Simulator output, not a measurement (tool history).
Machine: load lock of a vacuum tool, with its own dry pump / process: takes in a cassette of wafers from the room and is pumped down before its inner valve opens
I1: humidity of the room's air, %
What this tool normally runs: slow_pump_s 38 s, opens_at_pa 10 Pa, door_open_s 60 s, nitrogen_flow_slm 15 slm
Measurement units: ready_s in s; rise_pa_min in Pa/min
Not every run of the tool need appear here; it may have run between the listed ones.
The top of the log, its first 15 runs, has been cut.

{"run": 16, "day": 45.821, "slow_pump_s": 38, "opens_at_pa": 10, "door_open_s": 60, "nitrogen_flow_slm": 15, "I1": 44.7, "ready_s": 65.5, "rise_pa_min": 0.034}
{"run": 17, "day": 49.921, "slow_pump_s": 38, "opens_at_pa": 10, "door_open_s": 60, "nitrogen_flow_slm": 15, "I1": 42.2, "ready_s": 64.2, "rise_pa_min": 0.035}
{"run": 18, "day": 54.175, "slow_pump_s": 38, "opens_at_pa": 10, "door_open_s": 60, "nitrogen_flow_slm": 43, "I1": 42.3, "ready_s": 65.2, "rise_pa_min": 0.018}
{"run": 19, "day": 57.425, "slow_pump_s": 38, "opens_at_pa": 10, "door_open_s": 60, "nitrogen_flow_slm": 43, "I1": 44.9, "ready_s": 64.2, "rise_pa_min": 0.023}
{"run": 20, "day": 60.325, "slow_pump_s": 49, "opens_at_pa": 10, "door_open_s": 56, "nitrogen_flow_slm": 6, "I1": 43.3, "ready_s": 74.2, "rise_pa_min": 0.045}
{"run": 21, "day": 62.825, "slow_pump_s": 63, "opens_at_pa": 20, "door_open_s": 59, "nitrogen_flow_slm": 19, "I1": 46.3, "ready_s": 84.7, "rise_pa_min": 0.038}
{"run": 22, "day": 65.983, "slow_pump_s": 63, "opens_at_pa": 20, "door_open_s": 59, "nitrogen_flow_slm": 38, "I1": 48.5, "ready_s": 84, "rise_pa_min": 0.027}
{"run": 23, "day": 70.012, "slow_pump_s": 38, "opens_at_pa": 10, "door_open_s": 60, "nitrogen_flow_slm": 5, "I1": 44, "ready_s": 64.9, "rise_pa_min": 0.042}
{"run": 24, "day": 72.325, "slow_pump_s": 64, "opens_at_pa": 12, "door_open_s": 236, "nitrogen_flow_slm": 4, "I1": 45.1, "ready_s": 86.7, "rise_pa_min": 0.112}
{"run": 25, "day": 75.167, "slow_pump_s": 38, "opens_at_pa": 14, "door_open_s": 60, "nitrogen_flow_slm": 13, "I1": 41.8, "ready_s": 63.8, "rise_pa_min": 0.036}
{"run": 26, "day": 79.112, "slow_pump_s": 38, "opens_at_pa": 14, "door_open_s": 60, "nitrogen_flow_slm": 13, "I1": 45.1, "ready_s": 63.2, "rise_pa_min": 0.036}
{"run": 27, "day": 81.021, "slow_pump_s": 38, "opens_at_pa": 10, "door_open_s": 60, "nitrogen_flow_slm": 39, "I1": 44.4, "ready_s": 64.4, "rise_pa_min": 0.025}
{"run": 28, "day": 85.442, "slow_pump_s": 38, "opens_at_pa": 10, "door_open_s": 60, "nitrogen_flow_slm": 39, "I1": 42.3, "ready_s": 64.5, "rise_pa_min": 0.026}
{"run": 29, "day": 87.725, "slow_pump_s": 38, "opens_at_pa": 10, "door_open_s": 60, "nitrogen_flow_slm": 5, "I1": 45.8, "ready_s": 63.9, "rise_pa_min": 0.047}
{"run": 30, "day": 89.608, "slow_pump_s": 66, "opens_at_pa": 18, "door_open_s": 60, "nitrogen_flow_slm": 5, "I1": 43.1, "ready_s": 86.3, "rise_pa_min": 0.045}
{"run": 31, "day": 93.05, "slow_pump_s": 38, "opens_at_pa": 10, "door_open_s": 26, "nitrogen_flow_slm": 41, "I1": 43.1, "ready_s": 65.2, "rise_pa_min": 0.017}
{"run": 32, "day": 95.983, "slow_pump_s": 38, "opens_at_pa": 10, "door_open_s": 55, "nitrogen_flow_slm": 41, "I1": 43.5, "ready_s": 65.5, "rise_pa_min": 0.022}
{"run": 33, "day": 97.858, "slow_pump_s": 34, "opens_at_pa": 10, "door_open_s": 60, "nitrogen_flow_slm": 26, "I1": 43.3, "ready_s": 61.2, "rise_pa_min": 0.029}

Run 34 has not been measured yet. What should we expect?
{"run": 34, "day": 100.758, "slow_pump_s": 34, "opens_at_pa": 10, "door_open_s": 60, "nitrogen_flow_slm": 7, "I1": 43.1, "ready_s": "?", "rise_pa_min": "?"}

{"run 34": {"ready_s": 61.4, "rise_pa_min": 0.045}}
With the hidden condition absent and the run-to-run variation left alone, this run would have shown ready_s 61.3 s, rise_pa_min 0.044 Pa/min.
